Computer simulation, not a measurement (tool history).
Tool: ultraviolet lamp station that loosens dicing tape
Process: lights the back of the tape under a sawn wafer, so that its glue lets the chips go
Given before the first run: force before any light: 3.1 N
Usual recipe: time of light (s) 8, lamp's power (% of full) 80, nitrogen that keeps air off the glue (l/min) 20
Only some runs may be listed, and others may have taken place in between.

run   hour  time of light (s)  lamp's power (% of full)  nitrogen that keeps air off the glue (l/min)  force that peels the tape off (N)  light that reached the tape (mJ/cm2)
  1      0                  8                        80                                            20                              0.225                                   206
  2   29.5                  8                        80                                            20                              0.216                                   210
  3   43.6                  8                        80                                            20                              0.232                                   201
  4   67.4                  8                        80                                            20                              0.212                                   203
  5   81.6                  8                        80                                            20                              0.223                                   202
  6   95.9                  8                        80                                            20                              0.224                                   199
  7  122.6                  8                        80                                            20                              0.224                                   196
  8  150.8                  8                        80                                            26                              0.214                                   196
  9  172.2                  8                        80                                            26                              0.218                                   198
 10  190.9                  8                        80                                            26                               0.22                                   195
 11  218.2                  8                        80                                            26                              0.227                                   193
     226.3  -- window cleaned of glue's vapour
 12  233.8                  8                        80                                            26                              0.206                                   213
 13    259                  8                        80                                            26                              0.206                                   209
 14  281.9                  8                        80                                            26                              0.211                                   207
 15  305.8                  7                        80                                            20                              0.259                                   185
 16    319                  8                        80                                            11                              0.253                                   210
 17  338.2                  8                        80                                            11                              0.262                                   206
 18  360.4                  8                        80                                            11                              0.262                                   204
 19  384.6                  8                        80                                            11                              0.265                                   205
 20  405.7                  8                        80                                            11                              0.263                                   199
 21  422.2                  8                        80                                            20                              0.227                                   200
 22  436.8                  8                        65                                            20                              0.292                                   161
 23  460.8                  9                        71                                            22                              0.216                                   201
 24  483.2                  9                        71                                            22                              0.228                                   195
 25  500.9                 14                        68                                             7                              0.191                                   298
 26  520.2                 14                        83                                            10                              0.183                                   356
 27  547.3                  4                        68                                            20                               0.76                                    83
 28    571                  5                        77                                            20                              0.473                                   115
 29  585.6                  7                        77                                            20                              0.291                                   163
 30  604.3                  7                        77                                            20                              0.298                                   161
 31  621.9                  7                        77                                            20                              0.298                                   163
 32  651.6                 16                        62                                             9                              0.195                                   295
 33  678.6                 16                        89                                            33                              0.168                                   414
 34  696.3                 11                        89                                             9                                0.2                                   285
 35  712.5                 11                        89                                             9                              0.193                                   284
 36  733.6                 11                        91                                             9                              0.199                                   289

Run 37, settings as shown, results not yet in. Your forecast:
 37   746                 15                        80                                            20                                  ?                                     ?

force that peels the tape off (N): 0.173
light that reached the tape (mJ/cm2): 345
If the tool had no hidden condition, the same run with the same run-to-run variation would have returned force that peels the tape off (N) 0.17, light that reached the tape (mJ/cm2) 426.

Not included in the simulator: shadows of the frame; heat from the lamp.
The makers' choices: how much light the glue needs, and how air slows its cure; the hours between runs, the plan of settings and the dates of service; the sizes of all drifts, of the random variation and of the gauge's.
